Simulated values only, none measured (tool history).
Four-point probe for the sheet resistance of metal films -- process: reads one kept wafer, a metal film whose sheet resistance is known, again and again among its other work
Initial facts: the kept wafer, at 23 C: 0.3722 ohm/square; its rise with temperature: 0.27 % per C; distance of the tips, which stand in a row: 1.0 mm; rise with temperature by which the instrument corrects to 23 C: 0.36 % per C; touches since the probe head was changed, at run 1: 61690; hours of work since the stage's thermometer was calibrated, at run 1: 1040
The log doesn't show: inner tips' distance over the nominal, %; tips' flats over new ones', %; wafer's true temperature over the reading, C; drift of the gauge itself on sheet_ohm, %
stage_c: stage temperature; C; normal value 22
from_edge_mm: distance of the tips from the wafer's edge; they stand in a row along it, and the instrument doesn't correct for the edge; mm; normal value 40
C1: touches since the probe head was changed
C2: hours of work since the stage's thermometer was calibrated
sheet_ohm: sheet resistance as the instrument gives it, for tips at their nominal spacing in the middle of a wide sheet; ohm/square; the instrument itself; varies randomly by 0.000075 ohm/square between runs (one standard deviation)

run 1 hour=0 | stage_c=22 from_edge_mm=40 | C1=61690 C2=1040 | sheet_ohm=0.369521
run 2 hour=37.9 | stage_c=22 from_edge_mm=40 | C1=63849 C2=1068 | sheet_ohm=0.369431
run 3 hour=65 | stage_c=22 from_edge_mm=18 | C1=65393 C2=1087 | sheet_ohm=0.370021
run 4 hour=102.9 | stage_c=22 from_edge_mm=18 | C1=67553 C2=1115 | sheet_ohm=0.369805
-- hour=122 new probe head fitted
run 5 hour=141.1 | stage_c=22 from_edge_mm=18 | C1=1090 C2=1142 | sheet_ohm=0.372832
run 6 hour=159.4 | stage_c=22 from_edge_mm=9 | C1=2129 C2=1155 | sheet_ohm=0.374636
run 7 hour=179.5 | stage_c=22 from_edge_mm=43 | C1=3275 C2=1170 | sheet_ohm=0.372183
run 8 hour=215.7 | stage_c=22 from_edge_mm=3 | C1=5337 C2=1196 | sheet_ohm=0.392976
run 9 hour=232.7 | stage_c=22 from_edge_mm=3 | C1=6306 C2=1209 | sheet_ohm=0.392852
run 10 hour=253.1 | stage_c=22 from_edge_mm=3 | C1=7467 C2=1223 | sheet_ohm=0.392925

Run 11 is up next; what results do you expect?
run 11 hour=286.4 | stage_c=22 from_edge_mm=3 | C1=9365 C2=1248 | sheet_ohm=?

Run 11 produced sheet_ohm 0.39282 ohm/square.
With the hidden condition absent and the run-to-run variation left alone, this run would have shown sheet_ohm 0.39344 ohm/square.

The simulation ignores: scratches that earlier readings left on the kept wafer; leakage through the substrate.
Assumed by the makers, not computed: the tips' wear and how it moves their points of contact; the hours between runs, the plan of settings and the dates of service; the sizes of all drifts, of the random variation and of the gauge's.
